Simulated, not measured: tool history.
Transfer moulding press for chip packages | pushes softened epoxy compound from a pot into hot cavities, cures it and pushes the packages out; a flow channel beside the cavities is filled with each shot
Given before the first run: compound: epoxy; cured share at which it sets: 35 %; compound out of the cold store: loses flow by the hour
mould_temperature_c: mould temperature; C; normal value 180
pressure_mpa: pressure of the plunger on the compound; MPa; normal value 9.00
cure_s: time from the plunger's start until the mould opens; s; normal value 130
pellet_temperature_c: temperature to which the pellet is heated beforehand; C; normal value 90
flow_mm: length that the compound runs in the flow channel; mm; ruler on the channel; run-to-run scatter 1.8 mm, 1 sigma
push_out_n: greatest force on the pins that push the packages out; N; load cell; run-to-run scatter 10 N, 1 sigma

run,hour,mould_temperature_c,pressure_mpa,cure_s,pellet_temperature_c,incoming compound's hours out of the cold store,flow_mm,push_out_n
1,0.0,180,9.00,130,90,35.9,509,512
# hour 36.8: cavities cleaned with cleaning compound and waxed
2,60.5,180,9.00,130,90,19.3,534,585
# hour 81.1: cavities cleaned with cleaning compound and waxed
# hour 107.1: plunger's sealing rings changed
3,122.1,180,9.00,130,90,35.3,532,601
# hour 129.3: cavities cleaned with cleaning compound and waxed
# hour 172.3: cavities cleaned with cleaning compound and waxed
4,187.8,180,9.00,130,90,28.8,537,539
# hour 218.1: cavities cleaned with cleaning compound and waxed
5,226.4,180,9.00,130,95,13.7,555,546
# hour 260.8: cavities cleaned with cleaning compound and waxed
6,262.0,180,8.08,130,90,33.9,494,520
7,293.1,180,8.08,142,90,34.3,487,558
# hour 306.6: mould's thermocouples calibrated
# hour 308.1: cavities cleaned with cleaning compound and waxed
8,345.1,180,9.00,130,83,22.4,533,603
# hour 349.8: cavities cleaned with cleaning compound and waxed
9,380.2,180,9.00,130,83,39.9,500,590
# hour 395.7: cavities cleaned with cleaning compound and waxed
10,418.7,180,9.00,130,89,24.5,526,563
# hour 434.9: plunger's sealing rings changed
# hour 441.3: cavities cleaned with cleaning compound and waxed
# hour 462.8: mould's thermocouples calibrated, once more
# hour 487.0: cavities cleaned with cleaning compound and waxed
11,488.1,180,9.00,130,89,18.6,556,489
12,521.1,180,9.00,130,89,19.8,552,576
# hour 532.2: cavities cleaned with cleaning compound and waxed
# hour 576.6: cavities cleaned with cleaning compound and waxed
13,585.1,180,9.00,139,89,37.1,515,497
# hour 622.0: cavities cleaned with cleaning compound and waxed
14,655.3,176,7.52,139,89,44.8,465,615
# hour 664.3: cavities cleaned with cleaning compound and waxed
# hour 708.1: cavities cleaned with cleaning compound and waxed
15,719.5,186,8.08,116,87,31.1,476,497
# hour 750.6: cavities cleaned with cleaning compound and waxed
# hour 761.8: plunger's sealing rings changed
# hour 797.6: cavities cleaned with cleaning compound and waxed
16,798.7,186,8.08,116,87,11.1,531,457
17,834.0,186,8.08,116,87,14.7,517,558
# hour 839.4: cavities cleaned with cleaning compound and waxed
18,873.9,186,10.91,122,96,31.4,568,538
# hour 882.0: cavities cleaned with cleaning compound and waxed
19,920.6,180,9.00,151,95,41.2,512,569
# hour 926.3: cavities cleaned with cleaning compound and waxed
# hour 973.2: cavities cleaned with cleaning compound and waxed
20,983.1,181,10.09,135,90,8.8,589,513
# hour 1017.7: cavities cleaned with cleaning compound and waxed
21,1042.2,181,7.71,130,90,46.3,450,540
# hour 1061.9: cavities cleaned with cleaning compound and waxed
# hour 1087.3: plunger's sealing rings changed
22,1090.4,187,9.00,130,84,42.1,508,514

For some of the steps in flow_mm from one run to the next: how much would appear even if the tool had no hidden state, given the settings, what came in and random variation, and how much remains for the hidden state plus any gauge scatter that the measured result and the result without hidden state don't share?
Hidden state present: true mould temperature over the reading, C; pressure that reaches the compound, % of what is set; grip of the stained cavities, % over clean ones'; drift of the gauge itself on flow_mm, %; drift of the gauge itself on push_out_n, %.
Run 2 -> 3: cavities cleaned with cleaning compound and waxed, plunger's sealing rings changed. flow_mm -2 mm: hidden state +22, all else -24.
Run 10 -> 11: plunger's sealing rings changed, cavities cleaned with cleaning compound and waxed, mould's thermocouples calibrated, once more, cavities cleaned with cleaning compound and waxed. flow_mm +30 mm: hidden state +21, all else +9.
Run 19 -> 20: mould_temperature_c 180 -> 181, pressure_mpa 9.00 -> 10.09, cure_s 151 -> 135, pellet_temperature_c 95 -> 90, cavities cleaned with cleaning compound and waxed, cavities cleaned with cleaning compound and waxed. flow_mm +77 mm: hidden state -8, all else +85.
Run 20 -> 21: pressure_mpa 10.09 -> 7.71, cure_s 135 -> 130, cavities cleaned with cleaning compound and waxed. flow_mm -139 mm: hidden state +0, all else -139.
